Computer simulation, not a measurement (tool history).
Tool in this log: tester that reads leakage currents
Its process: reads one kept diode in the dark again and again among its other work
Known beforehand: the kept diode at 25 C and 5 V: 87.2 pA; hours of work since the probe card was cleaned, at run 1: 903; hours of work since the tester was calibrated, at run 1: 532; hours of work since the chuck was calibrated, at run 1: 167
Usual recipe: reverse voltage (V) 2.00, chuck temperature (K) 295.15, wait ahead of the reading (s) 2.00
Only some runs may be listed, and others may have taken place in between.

run	hour	reverse voltage (V)	chuck temperature (K)	wait ahead of the reading (s)	hours of work since the probe card was cleaned	hours of work since the tester was calibrated	hours of work since the chuck was calibrated	current that the tester gives (pA)
1	0.0	2.00	295.15	2.00	903	532	167	45.70
2	29.7	2.00	295.15	2.00	925	554	189	45.65
3	71.6	2.00	295.15	7.46	957	585	220	44.76
4	116.2	2.00	295.15	2.00	990	619	254	44.92
5	167.7	2.00	295.15	2.00	1028	657	292	44.65
6	206.6	2.00	295.15	2.00	1057	686	321	44.37
7	234.0	2.00	295.15	2.00	1078	707	341	44.31
8	272.9	2.00	295.15	2.00	1107	735	370	44.06
9	307.6	2.00	295.15	2.31	1133	761	396	43.85
10	342.4	2.00	295.15	0.70	1158	787	422	44.10
11	402.9	2.00	295.15	0.70	1204	832	467	44.12
12	463.1	2.00	295.15	0.70	1248	877	512	43.55
13	512.0	2.00	295.15	0.70	1285	914	549	43.42
14	542.2	2.00	295.15	9.73	1307	936	571	42.19
15	582.9	2.00	295.15	2.00	1338	967	601	42.60
# hour 617.4: chuck's temperature calibrated
16	627.0	2.00	295.15	0.44	1369	998	7	48.17
17	660.3	4.67	295.15	0.44	1394	1023	32	75.07
18	707.7	4.67	295.15	0.44	1429	1058	67	74.59
19	742.4	6.92	312.15	0.32	1455	1084	93	277.33
# hour 748.7: probe card cleaned and baked
20	788.6	6.92	306.15	0.39	30	1116	125	193.83
21	843.1	5.70	307.15	2.69	70	1157	166	179.80
22	901.9	12.96	299.15	1.00	114	1201	210	171.18
# hour 929.0: probe card cleaned and baked, once more
23	949.6	1.44	295.15	2.00	15	1234	243	36.61
24	998.3	1.44	295.15	2.00	52	1270	279	36.18
25	1040.3	1.42	308.15	1.58	83	1301	311	90.53
26	1084.6	1.42	308.15	1.58	116	1334	344	89.52
27	1119.2	1.42	308.15	6.60	142	1360	369	89.56
28	1152.5	1.42	308.15	6.60	167	1385	394	88.56
29	1192.1	14.29	328.15	1.86	196	1415	424	977.19
30	1253.3	14.29	311.15	2.33	242	1460	469	327.92
31	1289.7	14.29	311.15	2.33	269	1487	497	328.15
32	1330.5	6.06	317.15	2.33	299	1518	527	318.78
33	1389.7	12.65	314.15	9.05	343	1562	571	369.50
34	1434.8	12.65	308.15	7.26	377	1595	605	247.06
# hour 1464.6: chuck's temperature calibrated
35	1475.1	12.47	312.15	1.45	405	1624	8	363.13
36	1525.3	1.85	294.15	0.57	443	1661	45	41.23

Hidden state at the last listed run before each entry between runs and at the first one after, where it differs:
After run 15, before run 16: chuck's temperature calibrated (hour 617.4)
  stray current of the dirty probe card, pA a volt: 1.062 -> 1.086; current scale over the true one, %: -0.4 -> -0.42; true chuck temperature over the reading, C: -1.51 -> -0.08
  measured result minus the result with no hidden state, current that the tester gives (pA): -2.88 -> +1.68
After run 19, before run 20: probe card cleaned and baked (hour 748.7)
  stray current of the dirty probe card, pA a volt: 1.155 -> 1.929; current scale over the true one, %: -0.46 -> -0.48; true chuck temperature over the reading, C: -0.31 -> -0.4
  measured result minus the result with no hidden state, current that the tester gives (pA): +1.09 -> +7.47
After run 22, before run 23: probe card cleaned and baked, once more (hour 929.0)
  stray current of the dirty probe card, pA a volt: 1.994 -> 0.037; current scale over the true one, %: -0.52 -> -0.54; true chuck temperature over the reading, C: -0.63 -> -0.72
  measured result minus the result with no hidden state, current that the tester gives (pA): +18.12 -> -2.17
After run 34, before run 35: chuck's temperature calibrated (hour 1464.6)
  stray current of the dirty probe card, pA a volt: 0.311 -> 0.334; current scale over the true one, %: -0.72 -> -0.73; true chuck temperature over the reading, C: -1.73 -> 0
  measured result minus the result with no hidden state, current that the tester gives (pA): -28.94 -> +1.21
